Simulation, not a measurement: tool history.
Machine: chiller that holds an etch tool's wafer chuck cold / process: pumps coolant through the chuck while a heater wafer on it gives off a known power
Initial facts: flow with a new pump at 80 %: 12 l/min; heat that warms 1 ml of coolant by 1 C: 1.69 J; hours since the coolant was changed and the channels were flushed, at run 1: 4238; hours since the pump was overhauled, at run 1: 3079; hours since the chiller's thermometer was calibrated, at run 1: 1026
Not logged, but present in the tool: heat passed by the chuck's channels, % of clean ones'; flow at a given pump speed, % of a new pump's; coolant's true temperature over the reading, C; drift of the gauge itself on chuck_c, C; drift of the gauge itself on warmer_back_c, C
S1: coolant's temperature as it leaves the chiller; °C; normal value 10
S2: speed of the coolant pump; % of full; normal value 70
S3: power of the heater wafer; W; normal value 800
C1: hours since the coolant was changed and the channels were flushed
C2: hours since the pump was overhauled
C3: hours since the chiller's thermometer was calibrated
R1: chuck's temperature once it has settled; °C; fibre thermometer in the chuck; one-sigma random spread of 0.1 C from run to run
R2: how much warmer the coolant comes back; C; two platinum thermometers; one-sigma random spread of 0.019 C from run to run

{"run": 1, "day": 0.0, "S1": 10, "S2": 70, "S3": 800, "C1": 4238, "C2": 3079, "C3": 1026, "R1": 16.6, "R2": 2.74}
{"run": 2, "day": 3.529, "S1": 10, "S2": 70, "S3": 473, "C1": 4323, "C2": 3163, "C3": 1110, "R1": 13.9, "R2": 1.67}
{"run": 3, "day": 6.6, "S1": 10, "S2": 70, "S3": 800, "C1": 4397, "C2": 3237, "C3": 1184, "R1": 16.5, "R2": 2.81}
{"run": 4, "day": 9.538, "S1": 10, "S2": 70, "S3": 800, "C1": 4467, "C2": 3308, "C3": 1255, "R1": 16.5, "R2": 2.76}
{"run": 5, "day": 12.454, "S1": 10, "S2": 84, "S3": 800, "C1": 4537, "C2": 3378, "C3": 1324, "R1": 15.6, "R2": 2.34}
{"run": 6, "day": 15.779, "S1": 10, "S2": 84, "S3": 800, "C1": 4617, "C2": 3457, "C3": 1404, "R1": 15.5, "R2": 2.33}
{"run": 7, "day": 19.312, "S1": 10, "S2": 84, "S3": 800, "C1": 4702, "C2": 3542, "C3": 1489, "R1": 15.5, "R2": 2.36}
{"run": 8, "day": 21.25, "S1": 10, "S2": 84, "S3": 800, "C1": 4748, "C2": 3589, "C3": 1536, "R1": 15.2, "R2": 2.39}
{"run": 9, "day": 24.638, "S1": 16, "S2": 70, "S3": 925, "C1": 4830, "C2": 3670, "C3": 1617, "R1": 23.5, "R2": 3.32}
{"run": 10, "day": 27.112, "S1": 5, "S2": 88, "S3": 643, "C1": 4889, "C2": 3729, "C3": 1676, "R1": 9.2, "R2": 1.86}
{"run": 11, "day": 30.708, "S1": 10, "S2": 70, "S3": 601, "C1": 4975, "C2": 3816, "C3": 1763, "R1": 15.0, "R2": 2.28}
{"run": 12, "day": 32.362, "S1": 13, "S2": 70, "S3": 407, "C1": 5015, "C2": 3855, "C3": 1802, "R1": 16.3, "R2": 1.6}
{"run": 13, "day": 35.962, "S1": 8, "S2": 64, "S3": 712, "C1": 5102, "C2": 3942, "C3": 1889, "R1": 14.3, "R2": 2.9}

Forecast run 14:
{"run": 14, "day": 38.846, "S1": 8, "S2": 64, "S3": 712, "C1": 5171, "C2": 4011, "C3": 1958, "R1": "?", "R2": "?"}

{"run 14": {"R1": 14.4, "R2": 2.91}}
On a tool with no hidden condition, and with the same random variation, this run would have come out at R1 14.4 °C, R2 2.65 C.
